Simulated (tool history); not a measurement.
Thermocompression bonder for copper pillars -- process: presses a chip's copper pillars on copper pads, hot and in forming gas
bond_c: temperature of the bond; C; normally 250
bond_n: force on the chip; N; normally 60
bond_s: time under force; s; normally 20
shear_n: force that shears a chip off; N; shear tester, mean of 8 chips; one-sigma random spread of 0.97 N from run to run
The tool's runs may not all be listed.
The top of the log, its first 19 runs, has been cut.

| run | hour | bond_c | bond_n | bond_s | hours of work since the heater was calibrated | hours of work since the force cell was calibrated | hours of work since the gas filter was changed | shear_n |
|---|---|---|---|---|---|---|---|---|
| 20 | 594 | 250 | 60 | 21 | 48 | 428 | 150 | 90.6 |
|  | 611.1 | forming gas filter changed |
| 21 | 618.1 | 242 | 60 | 18 | 65 | 445 | 5 | 91 |
|  | 647.7 | heater calibrated with a thermocouple chip, once more |
| 22 | 658.2 | 242 | 60 | 18 | 8 | 472 | 32 | 86 |
| 23 | 690.9 | 242 | 60 | 18 | 31 | 495 | 56 | 82.7 |
| 24 | 730.2 | 242 | 60 | 18 | 59 | 524 | 84 | 82.3 |
| 25 | 760.4 | 242 | 60 | 18 | 81 | 545 | 105 | 81.4 |
| 26 | 795.4 | 242 | 60 | 18 | 106 | 570 | 130 | 78.2 |
| 27 | 827.6 | 256 | 42 | 18 | 129 | 593 | 153 | 73.5 |
|  | 838 | forming gas filter changed |
| 28 | 854.8 | 250 | 60 | 52 | 148 | 612 | 12 | 115.2 |
| 29 | 896.5 | 250 | 60 | 52 | 178 | 642 | 42 | 113 |
| 30 | 927 | 250 | 41 | 52 | 199 | 664 | 64 | 97.5 |
| 31 | 955.6 | 236 | 89 | 16 | 220 | 684 | 84 | 92.2 |
| 32 | 989.4 | 236 | 89 | 16 | 244 | 709 | 108 | 89.8 |
| 33 | 1027.5 | 274 | 50 | 12 | 271 | 736 | 136 | 82.8 |
| 34 | 1055.6 | 274 | 50 | 12 | 291 | 756 | 156 | 84.2 |
|  | 1064.6 | forming gas filter changed |
| 35 | 1081.2 | 274 | 50 | 12 | 309 | 774 | 12 | 92 |
| 36 | 1120 | 274 | 64 | 49 | 337 | 802 | 40 | 125.8 |
| 37 | 1164.5 | 274 | 64 | 49 | 369 | 833 | 71 | 123 |
| 38 | 1190.9 | 274 | 64 | 49 | 388 | 852 | 90 | 120.2 |

4 options for the next run, each taken on its own from the tool as it stands now. Forecast them:
| A | 1233.9 | 274 | 64 | 11 | 418 | 883 | 121 | ? |
| B | 1233.9 | 244 | 88 | 11 | 418 | 883 | 121 | ? |
| C | 1233.9 | 274 | 64 | 48 | 418 | 883 | 121 | ? |
| D | 1233.9 | 250 | 70 | 10 | 418 | 883 | 121 | ? |

| run | shear_n |
|---|---|
| A | 93.1 |
| B | 85.1 |
| C | 120 |
| D | 79.6 |
With no hidden state in the tool, these same runs would have given:
| run | shear_n |
|---|---|
| A | 99.6 |
| B | 90.5 |
| C | 130.4 |
| D | 84.4 |

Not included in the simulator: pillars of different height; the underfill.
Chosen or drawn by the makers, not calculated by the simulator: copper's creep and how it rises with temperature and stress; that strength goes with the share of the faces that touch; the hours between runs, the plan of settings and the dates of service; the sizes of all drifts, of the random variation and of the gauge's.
